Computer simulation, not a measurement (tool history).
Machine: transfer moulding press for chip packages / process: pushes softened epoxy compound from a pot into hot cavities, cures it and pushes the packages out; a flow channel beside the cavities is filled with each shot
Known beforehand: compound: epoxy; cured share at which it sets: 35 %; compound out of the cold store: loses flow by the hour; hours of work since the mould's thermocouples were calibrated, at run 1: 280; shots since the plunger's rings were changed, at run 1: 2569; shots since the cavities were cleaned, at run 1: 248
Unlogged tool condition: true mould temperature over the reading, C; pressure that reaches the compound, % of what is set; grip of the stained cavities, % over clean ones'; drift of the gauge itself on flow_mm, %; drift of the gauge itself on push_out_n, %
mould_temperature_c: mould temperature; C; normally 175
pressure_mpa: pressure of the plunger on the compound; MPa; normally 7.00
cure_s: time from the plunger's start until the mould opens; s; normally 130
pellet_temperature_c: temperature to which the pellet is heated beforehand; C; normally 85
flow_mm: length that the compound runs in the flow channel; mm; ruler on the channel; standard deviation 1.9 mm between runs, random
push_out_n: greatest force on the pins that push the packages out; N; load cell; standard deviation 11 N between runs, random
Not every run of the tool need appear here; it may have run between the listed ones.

run    hour  mould_temperature_c  pressure_mpa  cure_s  pellet_temperature_c  hours of work since the mould's thermocouples were calibrated  shots since the plunger's rings were changed  shots since the cavities were cleaned  incoming compound's hours out of the cold store  flow_mm  push_out_n
  1     0.0                  175          7.00     130                    85                                                            280                                          2569                                    248                                             28.6      708         685
  2    50.2                  181          7.00     130                    85                                                            306                                          2928                                    607                                             45.2      626         749
       74.2  -- cavities cleaned with cleaning compound and waxed
       89.3  -- plunger's sealing rings changed
  3   137.4                  181          7.00     130                    85                                                            350                                           343                                    433                                             32.5      705         886
      181.7  -- cavities cleaned with cleaning compound and waxed
  4   204.9                  181          7.00     130                    85                                                            384                                           815                                    165                                             24.3      732         613
  5   263.5                  181          7.00     130                    85                                                            415                                          1234                                    584                                             37.0      675         704
      289.4  -- cavities cleaned with cleaning compound and waxed
  6   328.8                  175          7.00     130                    85                                                            448                                          1690                                    282                                             10.3      804         766
      394.9  -- cavities cleaned with cleaning compound and waxed
  7   407.5                  175          7.00     130                    85                                                            489                                          2242                                     91                                             35.2      684         597
  8   450.6                  175          7.00     130                    85                                                            511                                          2550                                    399                                             22.4      734         788
      478.7  -- cavities cleaned with cleaning compound and waxed, once more
      516.7  -- mould's thermocouples calibrated
  9   517.8                  175          7.00     130                    85                                                              1                                          3005                                    265                                             15.9      755         726
      547.7  -- plunger's sealing rings changed
 10   579.7                  170          7.00     130                    85                                                             32                                           229                                    690                                             33.0      735        1050
      589.5  -- cavities cleaned with cleaning compound and waxed
 11   652.4                  168          5.94     167                    79                                                             69                                           737                                    449                                              9.7      779         781
      694.7  -- cavities cleaned with cleaning compound and waxed
 12   709.7                  181          5.94     167                    79                                                             98                                          1136                                    107                                             12.1      718         509
 13   761.3                  181          5.94     132                    92                                                            125                                          1505                                    476                                             21.1      677         706
      802.1  -- cavities cleaned with cleaning compound and waxed
 14   844.1                  182          7.00     130                    92                                                            168                                          2086                                    300                                             35.8      669         632
 15   894.9                  181          7.00     115                    85                                                            194                                          2449                                    663                                             14.7      754         804
      903.9  -- cavities cleaned with cleaning compound and waxed
 16   968.5                  176          7.49     122                    82                                                            232                                          2964                                    461                                             23.1      748         815
     1000.0  -- plunger's sealing rings changed
     1009.5  -- cavities cleaned with cleaning compound and waxed
 17  1044.4                  176          7.49     122                    82                                                            270                                           307                                    250                                             23.4      778         735
     1118.6  -- cavities cleaned with cleaning compound and waxed
 18  1129.4                  176          7.00     112                    83                                                            313                                           903                                     77                                             34.3      704         699
 19  1205.8                  176          7.00     112                    83                                                            353                                          1450                                    624                                             19.8      758         986
     1226.1  -- cavities cleaned with cleaning compound and waxed
 20  1279.7                  175          7.96     151                    83                                                            391                                          1967                                    383                                             11.1      847         686

What if the next run were any one of these 5? Each begins from the tool's condition after run 20:
     1328.8  -- cavities cleaned with cleaning compound and waxed
  A  1354.2                  175          7.96     114                    88                                                            430                                          2489                                    182                                             41.1        ?           ?
     1328.8  -- cavities cleaned with cleaning compound and waxed
  B  1354.2                  175          8.53     161                    81                                                            430                                          2489                                    182                                             20.2        ?           ?
     1328.8  -- cavities cleaned with cleaning compound and waxed
  C  1354.2                  175          6.91     130                    85                                                            430                                          2489                                    182                                             34.8        ?           ?
     1328.8  -- cavities cleaned with cleaning compound and waxed
  D  1354.2                  169          6.18     130                    81                                                            430                                          2489                                    182                                             41.0        ?           ?
     1328.8  -- cavities cleaned with cleaning compound and waxed
  E  1354.2                  175          6.21     168                    82                                                            430                                          2489                                    182                                             16.9        ?           ?

run  flow_mm  push_out_n
  A      704         773
  B      823         585
  C      683         668
  D      637         860
  E      718         583
What these runs would have given with no unlogged condition in the tool:
run  flow_mm  push_out_n
  A      735         579
  B      859         449
  C      712         505
  D      665         639
  E      749         445
